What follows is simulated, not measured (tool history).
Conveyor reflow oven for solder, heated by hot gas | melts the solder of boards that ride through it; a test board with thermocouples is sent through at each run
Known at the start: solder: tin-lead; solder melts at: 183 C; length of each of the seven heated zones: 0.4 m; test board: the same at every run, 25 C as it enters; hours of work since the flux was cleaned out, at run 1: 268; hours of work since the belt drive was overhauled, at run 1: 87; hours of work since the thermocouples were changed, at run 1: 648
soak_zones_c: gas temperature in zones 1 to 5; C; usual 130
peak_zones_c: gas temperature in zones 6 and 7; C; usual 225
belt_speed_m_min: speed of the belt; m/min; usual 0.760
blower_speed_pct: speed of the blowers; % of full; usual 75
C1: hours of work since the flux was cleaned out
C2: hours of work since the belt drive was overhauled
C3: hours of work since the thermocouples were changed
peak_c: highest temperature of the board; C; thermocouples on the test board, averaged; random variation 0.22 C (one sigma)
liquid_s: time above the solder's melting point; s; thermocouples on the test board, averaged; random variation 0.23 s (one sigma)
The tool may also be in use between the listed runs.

run 1 day=0.000 | soak_zones_c=130 peak_zones_c=225 belt_speed_m_min=0.760 blower_speed_pct=75 | C1=268 C2=87 C3=648 | peak_c=207.6 liquid_s=37.3
run 2 day=0.579 | soak_zones_c=130 peak_zones_c=225 belt_speed_m_min=0.760 blower_speed_pct=75 | C1=278 C2=97 C3=658 | peak_c=207.4 liquid_s=37.3
run 3 day=1.208 | soak_zones_c=122 peak_zones_c=225 belt_speed_m_min=0.760 blower_speed_pct=75 | C1=289 C2=108 C3=668 | peak_c=206.3 liquid_s=34.4
-- day=1.908 flux residue cleaned out of gas plates and filters
run 4 day=1.929 | soak_zones_c=122 peak_zones_c=225 belt_speed_m_min=0.760 blower_speed_pct=75 | C1=0 C2=116 C3=677 | peak_c=206.0 liquid_s=34.4
run 5 day=2.312 | soak_zones_c=122 peak_zones_c=225 belt_speed_m_min=0.760 blower_speed_pct=75 | C1=7 C2=123 C3=684 | peak_c=206.2 liquid_s=34.4
run 6 day=2.967 | soak_zones_c=122 peak_zones_c=216 belt_speed_m_min=0.760 blower_speed_pct=75 | C1=18 C2=134 C3=695 | peak_c=198.3 liquid_s=26.9
run 7 day=3.604 | soak_zones_c=130 peak_zones_c=225 belt_speed_m_min=0.760 blower_speed_pct=75 | C1=29 C2=145 C3=706 | peak_c=207.3 liquid_s=37.5
run 8 day=4.167 | soak_zones_c=130 peak_zones_c=225 belt_speed_m_min=0.760 blower_speed_pct=75 | C1=39 C2=155 C3=715 | peak_c=207.0 liquid_s=37.5
run 9 day=4.850 | soak_zones_c=130 peak_zones_c=227 belt_speed_m_min=0.760 blower_speed_pct=75 | C1=50 C2=166 C3=727 | peak_c=209.2 liquid_s=39.0
run 10 day=5.454 | soak_zones_c=130 peak_zones_c=225 belt_speed_m_min=0.614 blower_speed_pct=75 | C1=61 C2=177 C3=737 | peak_c=213.5 liquid_s=54.8
run 11 day=6.104 | soak_zones_c=130 peak_zones_c=225 belt_speed_m_min=0.614 blower_speed_pct=75 | C1=72 C2=188 C3=749 | peak_c=213.8 liquid_s=54.6
run 12 day=6.554 | soak_zones_c=130 peak_zones_c=225 belt_speed_m_min=0.899 blower_speed_pct=75 | C1=80 C2=196 C3=756 | peak_c=201.7 liquid_s=26.0
run 13 day=6.967 | soak_zones_c=130 peak_zones_c=225 belt_speed_m_min=0.899 blower_speed_pct=75 | C1=87 C2=203 C3=763 | peak_c=201.6 liquid_s=25.6
run 14 day=7.271 | soak_zones_c=130 peak_zones_c=225 belt_speed_m_min=0.899 blower_speed_pct=75 | C1=92 C2=208 C3=768 | peak_c=201.4 liquid_s=25.9
run 15 day=7.867 | soak_zones_c=130 peak_zones_c=225 belt_speed_m_min=0.899 blower_speed_pct=75 | C1=102 C2=218 C3=779 | peak_c=201.4 liquid_s=26.0
run 16 day=8.442 | soak_zones_c=130 peak_zones_c=217 belt_speed_m_min=0.760 blower_speed_pct=75 | C1=112 C2=228 C3=789 | peak_c=200.9 liquid_s=31.3
run 17 day=9.075 | soak_zones_c=130 peak_zones_c=217 belt_speed_m_min=0.760 blower_speed_pct=75 | C1=123 C2=239 C3=799 | peak_c=200.9 liquid_s=31.0
run 18 day=9.592 | soak_zones_c=130 peak_zones_c=217 belt_speed_m_min=0.760 blower_speed_pct=75 | C1=132 C2=248 C3=808 | peak_c=200.8 liquid_s=31.5
run 19 day=10.029 | soak_zones_c=132 peak_zones_c=228 belt_speed_m_min=0.760 blower_speed_pct=50 | C1=139 C2=255 C3=816 | peak_c=203.2 liquid_s=32.8
run 20 day=10.471 | soak_zones_c=136 peak_zones_c=222 belt_speed_m_min=0.753 blower_speed_pct=79 | C1=147 C2=263 C3=823 | peak_c=207.2 liquid_s=40.0
run 21 day=10.917 | soak_zones_c=128 peak_zones_c=225 belt_speed_m_min=0.768 blower_speed_pct=75 | C1=154 C2=270 C3=831 | peak_c=206.7 liquid_s=35.6
run 22 day=11.429 | soak_zones_c=128 peak_zones_c=225 belt_speed_m_min=0.768 blower_speed_pct=75 | C1=163 C2=279 C3=840 | peak_c=206.4 liquid_s=36.1
run 23 day=11.858 | soak_zones_c=128 peak_zones_c=224 belt_speed_m_min=0.730 blower_speed_pct=75 | C1=170 C2=286 C3=847 | peak_c=207.7 liquid_s=39.1
run 24 day=12.508 | soak_zones_c=144 peak_zones_c=224 belt_speed_m_min=0.730 blower_speed_pct=54 | C1=181 C2=298 C3=858 | peak_c=206.0 liquid_s=41.4
run 25 day=12.988 | soak_zones_c=122 peak_zones_c=219 belt_speed_m_min=0.630 blower_speed_pct=62 | C1=190 C2=306 C3=866 | peak_c=204.0 liquid_s=40.0
run 26 day=13.588 | soak_zones_c=122 peak_zones_c=219 belt_speed_m_min=0.630 blower_speed_pct=75 | C1=200 C2=316 C3=877 | peak_c=206.5 liquid_s=44.3
run 27 day=14.225 | soak_zones_c=133 peak_zones_c=218 belt_speed_m_min=0.677 blower_speed_pct=58 | C1=211 C2=327 C3=888 | peak_c=201.7 liquid_s=37.1
run 28 day=14.612 | soak_zones_c=141 peak_zones_c=230 belt_speed_m_min=0.850 blower_speed_pct=75 | C1=218 C2=334 C3=894 | peak_c=210.0 liquid_s=37.5
run 29 day=15.096 | soak_zones_c=141 peak_zones_c=230 belt_speed_m_min=0.692 blower_speed_pct=77 | C1=226 C2=342 C3=902 | peak_c=216.6 liquid_s=52.9
run 30 day=15.712 | soak_zones_c=140 peak_zones_c=230 belt_speed_m_min=0.692 blower_speed_pct=77 | C1=236 C2=352 C3=913 | peak_c=216.5 liquid_s=52.4

Forecast each of these 5 alternatives for the next run:
run A day=16.188 | soak_zones_c=130 peak_zones_c=225 belt_speed_m_min=0.760 blower_speed_pct=88 | C1=245 C2=361 C3=921 | peak_c=? liquid_s=?
run B day=16.188 | soak_zones_c=140 peak_zones_c=227 belt_speed_m_min=0.692 blower_speed_pct=56 | C1=245 C2=361 C3=921 | peak_c=? liquid_s=?
run C day=16.188 | soak_zones_c=142 peak_zones_c=240 belt_speed_m_min=0.768 blower_speed_pct=75 | C1=245 C2=361 C3=921 | peak_c=? liquid_s=?
run D day=16.188 | soak_zones_c=140 peak_zones_c=230 belt_speed_m_min=0.738 blower_speed_pct=77 | C1=245 C2=361 C3=921 | peak_c=? liquid_s=?
run E day=16.188 | soak_zones_c=129 peak_zones_c=225 belt_speed_m_min=0.790 blower_speed_pct=68 | C1=245 C2=361 C3=921 | peak_c=? liquid_s=?

run=A peak_c=209.9 liquid_s=40.2
run=B peak_c=209.0 liquid_s=46.0
run=C peak_c=222.2 liquid_s=51.1
run=D peak_c=214.9 liquid_s=48.2
run=E peak_c=204.2 liquid_s=32.9
Without the tool's hidden state the same runs would have given:
run=A peak_c=210.0 liquid_s=40.3
run=B peak_c=209.1 liquid_s=46.2
run=C peak_c=222.3 liquid_s=51.2
run=D peak_c=215.0 liquid_s=48.3
run=E peak_c=204.3 liquid_s=33.0
